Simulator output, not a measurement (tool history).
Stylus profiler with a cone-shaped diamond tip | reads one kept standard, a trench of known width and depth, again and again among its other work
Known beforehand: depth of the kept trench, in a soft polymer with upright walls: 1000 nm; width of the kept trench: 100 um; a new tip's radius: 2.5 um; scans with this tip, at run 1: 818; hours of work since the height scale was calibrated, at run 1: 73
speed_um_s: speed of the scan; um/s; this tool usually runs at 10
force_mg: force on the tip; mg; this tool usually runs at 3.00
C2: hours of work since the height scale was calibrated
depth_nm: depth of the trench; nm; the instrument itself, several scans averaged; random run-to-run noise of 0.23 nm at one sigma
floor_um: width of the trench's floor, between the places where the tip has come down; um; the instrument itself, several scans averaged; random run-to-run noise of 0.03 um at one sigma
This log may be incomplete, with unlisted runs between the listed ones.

run 1 day=0.000 | speed_um_s=10 force_mg=3.00 | scans_with_this_tip=818 C2=73 | depth_nm=1019.85 floor_um=95.84
run 2 day=0.646 | speed_um_s=10 force_mg=3.00 | scans_with_this_tip=944 C2=84 | depth_nm=1019.80 floor_um=95.82
run 3 day=1.121 | speed_um_s=10 force_mg=3.00 | scans_with_this_tip=1037 C2=93 | depth_nm=1019.60 floor_um=95.80
run 4 day=1.875 | speed_um_s=14 force_mg=3.00 | scans_with_this_tip=1185 C2=106 | depth_nm=1019.82 floor_um=95.78
run 5 day=2.467 | speed_um_s=14 force_mg=3.00 | scans_with_this_tip=1301 C2=116 | depth_nm=1020.07 floor_um=95.79
run 6 day=2.821 | speed_um_s=14 force_mg=3.00 | scans_with_this_tip=1371 C2=122 | depth_nm=1020.17 floor_um=95.73
run 7 day=3.438 | speed_um_s=14 force_mg=1.22 | scans_with_this_tip=1492 C2=133 | depth_nm=1011.31 floor_um=95.73
run 8 day=4.233 | speed_um_s=10 force_mg=3.00 | scans_with_this_tip=1648 C2=147 | depth_nm=1020.53 floor_um=95.69
run 9 day=4.950 | speed_um_s=10 force_mg=3.00 | scans_with_this_tip=1788 C2=160 | depth_nm=1019.89 floor_um=95.73
run 10 day=5.458 | speed_um_s=10 force_mg=3.00 | scans_with_this_tip=1888 C2=169 | depth_nm=1020.19 floor_um=95.72
run 11 day=6.325 | speed_um_s=10 force_mg=3.00 | scans_with_this_tip=2058 C2=184 | depth_nm=1020.30 floor_um=95.73
run 12 day=7.112 | speed_um_s=10 force_mg=3.00 | scans_with_this_tip=2213 C2=198 | depth_nm=1019.94 floor_um=95.71
run 13 day=7.683 | speed_um_s=10 force_mg=3.00 | scans_with_this_tip=2325 C2=208 | depth_nm=1020.16 floor_um=95.66
run 14 day=8.062 | speed_um_s=10 force_mg=3.00 | scans_with_this_tip=2399 C2=214 | depth_nm=1020.36 floor_um=95.69
run 15 day=8.775 | speed_um_s=10 force_mg=3.00 | scans_with_this_tip=2539 C2=227 | depth_nm=1020.17 floor_um=95.67
run 16 day=9.338 | speed_um_s=10 force_mg=3.00 | scans_with_this_tip=2649 C2=237 | depth_nm=1020.08 floor_um=95.65
run 17 day=9.808 | speed_um_s=10 force_mg=3.00 | scans_with_this_tip=2741 C2=245 | depth_nm=1020.11 floor_um=95.66
run 18 day=10.271 | speed_um_s=10 force_mg=3.00 | scans_with_this_tip=2832 C2=253 | depth_nm=1020.38 floor_um=95.58
run 19 day=10.967 | speed_um_s=10 force_mg=3.00 | scans_with_this_tip=2968 C2=265 | depth_nm=1020.07 floor_um=95.68
run 20 day=11.383 | speed_um_s=10 force_mg=5.79 | scans_with_this_tip=3050 C2=273 | depth_nm=1031.81 floor_um=95.60
run 21 day=11.767 | speed_um_s=10 force_mg=2.81 | scans_with_this_tip=3125 C2=279 | depth_nm=1019.66 floor_um=95.60
run 22 day=12.192 | speed_um_s=10 force_mg=2.81 | scans_with_this_tip=3209 C2=287 | depth_nm=1020.10 floor_um=95.57
run 23 day=12.950 | speed_um_s=10 force_mg=2.81 | scans_with_this_tip=3358 C2=300 | depth_nm=1019.53 floor_um=95.62
run 24 day=13.433 | speed_um_s=5 force_mg=3.62 | scans_with_this_tip=3452 C2=308 | depth_nm=1023.39 floor_um=95.67
run 25 day=14.162 | speed_um_s=32 force_mg=6.07 | scans_with_this_tip=3595 C2=321 | depth_nm=1032.60 floor_um=95.57
run 26 day=14.667 | speed_um_s=27 force_mg=3.00 | scans_with_this_tip=3694 C2=330 | depth_nm=1020.05 floor_um=95.48
run 27 day=15.367 | speed_um_s=27 force_mg=3.56 | scans_with_this_tip=3831 C2=342 | depth_nm=1023.36 floor_um=95.51
run 28 day=15.921 | speed_um_s=24 force_mg=5.37 | scans_with_this_tip=3940 C2=352 | depth_nm=1030.23 floor_um=95.53
run 29 day=16.608 | speed_um_s=7 force_mg=4.98 | scans_with_this_tip=4075 C2=364 | depth_nm=1028.48 floor_um=95.49
run 30 day=17.012 | speed_um_s=7 force_mg=4.98 | scans_with_this_tip=4154 C2=371 | depth_nm=1028.38 floor_um=95.52
run 31 day=17.508 | speed_um_s=7 force_mg=4.98 | scans_with_this_tip=4251 C2=380 | depth_nm=1029.30 floor_um=95.56
run 32 day=18.112 | speed_um_s=28 force_mg=3.44 | scans_with_this_tip=4370 C2=390 | depth_nm=1022.81 floor_um=95.45
run 33 day=18.662 | speed_um_s=28 force_mg=3.44 | scans_with_this_tip=4478 C2=400 | depth_nm=1023.38 floor_um=95.42
run 34 day=19.250 | speed_um_s=4 force_mg=3.00 | scans_with_this_tip=4593 C2=410 | depth_nm=1021.35 floor_um=95.54
run 35 day=20.046 | speed_um_s=17 force_mg=6.77 | scans_with_this_tip=4749 C2=424 | depth_nm=1035.41 floor_um=95.43
run 36 day=20.629 | speed_um_s=36 force_mg=2.12 | scans_with_this_tip=4863 C2=434 | depth_nm=1017.09 floor_um=95.29
run 37 day=21.446 | speed_um_s=36 force_mg=3.73 | scans_with_this_tip=5023 C2=449 | depth_nm=1024.59 floor_um=95.34
run 38 day=22.279 | speed_um_s=9 force_mg=6.10 | scans_with_this_tip=5187 C2=463 | depth_nm=1033.07 floor_um=95.38
run 39 day=22.712 | speed_um_s=21 force_mg=3.00 | scans_with_this_tip=5273 C2=471 | depth_nm=1020.91 floor_um=95.37
run 40 day=23.238 | speed_um_s=7 force_mg=1.84 | scans_with_this_tip=5375 C2=480 | depth_nm=1015.49 floor_um=95.37
run 41 day=23.629 | speed_um_s=34 force_mg=1.84 | scans_with_this_tip=5452 C2=487 | depth_nm=1015.95 floor_um=95.22
run 42 day=24.200 | speed_um_s=3 force_mg=4.43 | scans_with_this_tip=5564 C2=497 | depth_nm=1027.23 floor_um=95.48
run 43 day=24.621 | speed_um_s=3 force_mg=4.43 | scans_with_this_tip=5646 C2=504 | depth_nm=1027.60 floor_um=95.40
run 44 day=25.121 | speed_um_s=3 force_mg=4.43 | scans_with_this_tip=5744 C2=513 | depth_nm=1027.19 floor_um=95.41
run 45 day=25.888 | speed_um_s=3 force_mg=4.61 | scans_with_this_tip=5895 C2=527 | depth_nm=1028.31 floor_um=95.37
run 46 day=26.333 | speed_um_s=3 force_mg=1.24 | scans_with_this_tip=5983 C2=534 | depth_nm=1012.88 floor_um=95.38

5 ways to go on from here, each from the tool as it stands after run 46. What would each give?
run A day=26.992 | speed_um_s=14 force_mg=3.00 | scans_with_this_tip=6111 C2=546 | depth_nm=? floor_um=?
run B day=26.992 | speed_um_s=10 force_mg=1.40 | scans_with_this_tip=6111 C2=546 | depth_nm=? floor_um=?
run C day=26.992 | speed_um_s=18 force_mg=2.39 | scans_with_this_tip=6111 C2=546 | depth_nm=? floor_um=?
run D day=26.992 | speed_um_s=3 force_mg=1.44 | scans_with_this_tip=6111 C2=546 | depth_nm=? floor_um=?
run E day=26.992 | speed_um_s=12 force_mg=3.24 | scans_with_this_tip=6111 C2=546 | depth_nm=? floor_um=?

run=A depth_nm=1021.64 floor_um=95.30
run=B depth_nm=1013.56 floor_um=95.35
run=C depth_nm=1018.97 floor_um=95.28
run=D depth_nm=1013.80 floor_um=95.37
run=E depth_nm=1022.97 floor_um=95.32
The same runs, with their run-to-run variation unchanged, on a tool lacking any hidden condition would have given:
run=A depth_nm=1019.79 floor_um=95.93
run=B depth_nm=1011.73 floor_um=95.98
run=C depth_nm=1017.13 floor_um=95.91
run=D depth_nm=1011.97 floor_um=95.99
run=E depth_nm=1021.13 floor_um=95.95

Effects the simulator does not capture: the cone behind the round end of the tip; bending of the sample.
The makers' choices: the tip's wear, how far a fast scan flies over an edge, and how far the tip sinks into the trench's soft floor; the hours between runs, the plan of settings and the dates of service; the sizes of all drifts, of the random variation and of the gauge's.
